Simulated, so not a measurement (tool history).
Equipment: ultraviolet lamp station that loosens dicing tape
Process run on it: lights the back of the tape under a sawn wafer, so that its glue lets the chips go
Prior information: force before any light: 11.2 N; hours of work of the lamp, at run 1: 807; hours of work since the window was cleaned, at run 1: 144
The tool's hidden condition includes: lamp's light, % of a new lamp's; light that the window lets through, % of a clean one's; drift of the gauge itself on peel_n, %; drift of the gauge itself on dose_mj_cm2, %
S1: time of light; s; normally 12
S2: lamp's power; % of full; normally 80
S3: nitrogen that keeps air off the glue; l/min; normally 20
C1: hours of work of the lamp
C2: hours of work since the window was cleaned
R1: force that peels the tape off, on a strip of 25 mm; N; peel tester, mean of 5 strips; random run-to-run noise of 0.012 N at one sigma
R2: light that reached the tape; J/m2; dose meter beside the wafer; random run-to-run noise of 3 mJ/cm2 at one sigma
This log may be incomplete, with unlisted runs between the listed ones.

Run 1, hour 0.0: usual settings; C1 807; C2 144. Result: R1 1.150 N, R2 3240 J/m2.
Run 2, hour 63.6: usual settings; C1 843; C2 180. Result: R1 1.210 N, R2 3100 J/m2.
Run 3, hour 103.6: usual settings; C1 866; C2 203. Result: R1 1.302 N, R2 3020 J/m2.
Run 4, hour 139.2: usual settings; C1 887; C2 224. Result: R1 1.307 N, R2 3050 J/m2.
Run 5, hour 209.0: usual settings; C1 927; C2 264. Result: R1 1.372 N, R2 2960 J/m2.
Run 6, hour 260.4: usual settings but S3 23 l/min; C1 956; C2 293. Result: R1 1.309 N, R2 2850 J/m2.
Run 7, hour 325.6: usual settings but S3 23 l/min; C1 994; C2 331. Result: R1 1.384 N, R2 2770 J/m2.
Run 8, hour 365.8: usual settings but S3 23 l/min; C1 1017; C2 354. Result: R1 1.469 N, R2 2700 J/m2.
Run 9, hour 413.5: usual settings but S2 97 % of full; C1 1044; C2 381. Result: R1 1.093 N, R2 3240 J/m2.
Run 10, hour 472.8: usual settings but S2 97 % of full, S3 10 l/min; C1 1078; C2 416. Result: R1 1.906 N, R2 3180 J/m2.
Run 11, hour 543.1: usual settings but S2 97 % of full, S3 10 l/min; C1 1119; C2 456. Result: R1 1.981 N, R2 3080 J/m2.
Run 12, hour 582.8: usual settings but S2 97 % of full, S3 10 l/min; C1 1142; C2 479. Result: R1 2.072 N, R2 3000 J/m2.
Run 13, hour 650.4: usual settings but S2 97 % of full, S3 10 l/min; C1 1181; C2 518. Result: R1 2.106 N, R2 2950 J/m2.
Run 14, hour 691.3: usual settings but S1 9 s; C1 1204; C2 541. Result: R1 2.934 N, R2 1790 J/m2.
At hour 718.1: lamp changed.
Run 15, hour 765.9: usual settings but S2 64 % of full, S3 33 l/min; C1 28; C2 583. Result: R1 0.928 N, R2 3080 J/m2.
Run 16, hour 826.5: usual settings but S2 64 % of full, S3 33 l/min; C1 62; C2 618. Result: R1 0.980 N, R2 2950 J/m2.
At hour 849.8: window cleaned of glue's vapour.
Run 17, hour 885.1: usual settings but S2 64 % of full, S3 33 l/min; C1 96; C2 20. Result: R1 0.753 N, R2 3340 J/m2.
Run 18, hour 926.3: usual settings but S2 84 % of full; C1 119; C2 44. Result: R1 0.584 N, R2 4370 J/m2.
Run 19, hour 962.6: usual settings but S2 84 % of full; C1 140; C2 65. Result: R1 0.597 N, R2 4310 J/m2.
Run 20, hour 1020.4: usual settings but S1 23 s, S2 71 % of full; C1 173; C2 98. Result: R1 0.228 N, R2 6810 J/m2.
Run 21, hour 1090.2: usual settings but S1 23 s, S2 71 % of full; C1 214; C2 138. Result: R1 0.239 N, R2 6610 J/m2.
Run 22, hour 1132.3: usual settings but S1 23 s, S2 71 % of full; C1 238; C2 162. Result: R1 0.230 N, R2 6590 J/m2.
Run 23, hour 1166.0: usual settings but S1 23 s, S2 71 % of full; C1 257; C2 182. Result: R1 0.231 N, R2 6470 J/m2.
Run 24, hour 1229.2: usual settings but S1 23 s, S2 71 % of full; C1 294; C2 218. Result: R1 0.249 N, R2 6360 J/m2.
Run 25, hour 1275.0: usual settings but S1 23 s, S2 71 % of full; C1 320; C2 244. Result: R1 0.255 N, R2 6230 J/m2.
Run 26, hour 1345.0: usual settings but S1 23 s, S2 71 % of full, S3 11 l/min; C1 360; C2 285. Result: R1 0.417 N, R2 6160 J/m2.
Run 27, hour 1420.2: usual settings but S1 23 s, S2 71 % of full, S3 11 l/min; C1 403; C2 328. Result: R1 0.461 N, R2 5920 J/m2.

Run 28 is up next; what results do you expect?
Run 28, hour 1465.5: usual settings but S1 17 s, S2 78 % of full, S3 35 l/min; C1 429; C2 354. Result: R1 ?, R2 ?.

R1: 0.328 N
R2: 4780 J/m2
Minus the tool's unlogged condition, the same run would have read R1 0.211 N, R2 6140 J/m2.

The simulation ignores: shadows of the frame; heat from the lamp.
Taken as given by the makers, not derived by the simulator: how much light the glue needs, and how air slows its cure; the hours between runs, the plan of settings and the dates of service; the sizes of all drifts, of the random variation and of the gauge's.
